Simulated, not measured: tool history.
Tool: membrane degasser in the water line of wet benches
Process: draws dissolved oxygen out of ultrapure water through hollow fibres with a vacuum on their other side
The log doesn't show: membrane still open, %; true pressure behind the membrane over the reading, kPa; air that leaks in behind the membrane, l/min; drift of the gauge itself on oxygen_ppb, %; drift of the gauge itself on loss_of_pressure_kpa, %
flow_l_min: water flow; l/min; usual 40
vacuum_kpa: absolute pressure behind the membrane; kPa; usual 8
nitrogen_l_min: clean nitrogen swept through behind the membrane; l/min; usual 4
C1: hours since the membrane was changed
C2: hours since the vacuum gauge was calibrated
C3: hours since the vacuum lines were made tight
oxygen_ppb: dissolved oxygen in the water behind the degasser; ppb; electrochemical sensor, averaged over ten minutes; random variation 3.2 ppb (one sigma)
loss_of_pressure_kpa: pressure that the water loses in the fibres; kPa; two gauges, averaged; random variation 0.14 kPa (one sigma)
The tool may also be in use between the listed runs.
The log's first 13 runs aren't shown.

run 14 day=90.317 | flow_l_min=40 vacuum_kpa=8 nitrogen_l_min=4 | C1=5560 C2=4017 C3=1693 | oxygen_ppb=354 loss_of_pressure_kpa=31.71
run 15 day=95.767 | flow_l_min=40 vacuum_kpa=8 nitrogen_l_min=4 | C1=5691 C2=4148 C3=1824 | oxygen_ppb=356.5 loss_of_pressure_kpa=31.82
-- day=102.438 vacuum gauge calibrated
run 16 day=102.971 | flow_l_min=40 vacuum_kpa=8 nitrogen_l_min=4 | C1=5863 C2=13 C3=1997 | oxygen_ppb=352.4 loss_of_pressure_kpa=31.73
run 17 day=109.867 | flow_l_min=40 vacuum_kpa=8 nitrogen_l_min=4 | C1=6029 C2=178 C3=2162 | oxygen_ppb=351.8 loss_of_pressure_kpa=31.99
run 18 day=118.125 | flow_l_min=40 vacuum_kpa=17.39 nitrogen_l_min=2.18 | C1=6227 C2=376 C3=2360 | oxygen_ppb=761.7 loss_of_pressure_kpa=31.8
run 19 day=126.571 | flow_l_min=34 vacuum_kpa=8 nitrogen_l_min=7.6 | C1=6430 C2=579 C3=2563 | oxygen_ppb=250.1 loss_of_pressure_kpa=27.09
run 20 day=131.475 | flow_l_min=40 vacuum_kpa=8.95 nitrogen_l_min=8.29 | C1=6547 C2=697 C3=2681 | oxygen_ppb=315.8 loss_of_pressure_kpa=32.02
run 21 day=138.488 | flow_l_min=40 vacuum_kpa=8.95 nitrogen_l_min=8.29 | C1=6716 C2=865 C3=2849 | oxygen_ppb=316.7 loss_of_pressure_kpa=32.01
run 22 day=142.775 | flow_l_min=40 vacuum_kpa=8.95 nitrogen_l_min=8.29 | C1=6819 C2=968 C3=2952 | oxygen_ppb=323.7 loss_of_pressure_kpa=32.04
run 23 day=151.508 | flow_l_min=40 vacuum_kpa=17.82 nitrogen_l_min=6.9 | C1=7028 C2=1178 C3=3161 | oxygen_ppb=444.6 loss_of_pressure_kpa=32.24
run 24 day=158.25 | flow_l_min=40 vacuum_kpa=17.82 nitrogen_l_min=6.9 | C1=7190 C2=1339 C3=3323 | oxygen_ppb=444.7 loss_of_pressure_kpa=32.16
run 25 day=166.442 | flow_l_min=41 vacuum_kpa=15.14 nitrogen_l_min=7.44 | C1=7387 C2=1536 C3=3520 | oxygen_ppb=415.4 loss_of_pressure_kpa=33.01
run 26 day=171.529 | flow_l_min=40 vacuum_kpa=15.03 nitrogen_l_min=4 | C1=7509 C2=1658 C3=3642 | oxygen_ppb=519.2 loss_of_pressure_kpa=32.21
run 27 day=179.379 | flow_l_min=40 vacuum_kpa=7.62 nitrogen_l_min=4 | C1=7697 C2=1847 C3=3830 | oxygen_ppb=360.9 loss_of_pressure_kpa=32.59
run 28 day=185.929 | flow_l_min=40 vacuum_kpa=7.62 nitrogen_l_min=4 | C1=7854 C2=2004 C3=3987 | oxygen_ppb=364.1 loss_of_pressure_kpa=32.49
run 29 day=193.842 | flow_l_min=25 vacuum_kpa=5.54 nitrogen_l_min=2.97 | C1=8044 C2=2194 C3=4177 | oxygen_ppb=191 loss_of_pressure_kpa=20.17
run 30 day=199.642 | flow_l_min=63 vacuum_kpa=6.13 nitrogen_l_min=9.24 | C1=8183 C2=2333 C3=4317 | oxygen_ppb=482.8 loss_of_pressure_kpa=51.19
run 31 day=205.404 | flow_l_min=63 vacuum_kpa=6.45 nitrogen_l_min=9.24 | C1=8322 C2=2471 C3=4455 | oxygen_ppb=492.8 loss_of_pressure_kpa=50.85
run 32 day=210.933 | flow_l_min=63 vacuum_kpa=6.45 nitrogen_l_min=1.91 | C1=8454 C2=2604 C3=4588 | oxygen_ppb=652.7 loss_of_pressure_kpa=51.19
run 33 day=218.571 | flow_l_min=63 vacuum_kpa=12.44 nitrogen_l_min=5.77 | C1=8638 C2=2787 C3=4771 | oxygen_ppb=668.5 loss_of_pressure_kpa=51.49

Forecast each of these 3 alternatives for the next run:
run A day=227.696 | flow_l_min=40 vacuum_kpa=5.62 nitrogen_l_min=4 | C1=8857 C2=3006 C3=4990 | oxygen_ppb=? loss_of_pressure_kpa=?
run B day=227.696 | flow_l_min=43 vacuum_kpa=5.49 nitrogen_l_min=5.81 | C1=8857 C2=3006 C3=4990 | oxygen_ppb=? loss_of_pressure_kpa=?
run C day=227.696 | flow_l_min=63 vacuum_kpa=5.89 nitrogen_l_min=5.77 | C1=8857 C2=3006 C3=4990 | oxygen_ppb=? loss_of_pressure_kpa=?

run=A oxygen_ppb=327.3 loss_of_pressure_kpa=32.78
run=B oxygen_ppb=335.8 loss_of_pressure_kpa=35.06
run=C oxygen_ppb=507.6 loss_of_pressure_kpa=51.41
Without the tool's hidden state the same runs would have given:
run=A oxygen_ppb=264.5 loss_of_pressure_kpa=30.69
run=B oxygen_ppb=270.7 loss_of_pressure_kpa=32.81
run=C oxygen_ppb=421.5 loss_of_pressure_kpa=48.1

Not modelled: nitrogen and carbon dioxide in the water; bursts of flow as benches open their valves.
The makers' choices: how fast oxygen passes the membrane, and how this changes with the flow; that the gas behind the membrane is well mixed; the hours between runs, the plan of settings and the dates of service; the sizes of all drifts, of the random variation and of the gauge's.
